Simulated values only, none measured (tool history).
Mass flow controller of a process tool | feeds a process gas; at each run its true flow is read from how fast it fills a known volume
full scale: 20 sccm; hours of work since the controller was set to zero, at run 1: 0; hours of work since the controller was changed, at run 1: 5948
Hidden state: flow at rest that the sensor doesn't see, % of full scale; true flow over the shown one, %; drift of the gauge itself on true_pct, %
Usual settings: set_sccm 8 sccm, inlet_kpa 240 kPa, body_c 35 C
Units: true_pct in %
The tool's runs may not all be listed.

run,hour,set_sccm,inlet_kpa,body_c,hours of work since the controller was set to zero,hours of work since the controller was changed,true_pct
1,0,8,240,35,0,5948,99.53
2,357.7,8,240,35,263,6211,99.55
3,735.4,8,240,35,541,6488,99.43
4,1137.6,8,187,35,836,6784,99.64
5,1385.9,8,187,35,1019,6967,99.5
6,1664.6,8,187,35,1224,7171,99.56
7,1996.9,8,187,35,1468,7416,99.37
8,2389.5,8,240,35,1756,7704,99.23
9,2671.8,8,240,35,1964,7912,99.14
10,2973.1,8,240,35,2185,8133,99.11
11,3201.2,8,240,27,2353,8301,99.38
12,3542.9,8,240,27,2604,8552,99.27
13,3857.8,8,240,27,2836,8784,99.17
14,4117.7,8,240,27,3027,8975,99.11

Forecast run 15:
15,4320.7,8,240,27,3176,9124,?

Run 15 gave true_pct 99.17 %.
Without the tool's hidden state the same run would have given true_pct 98.68 %.
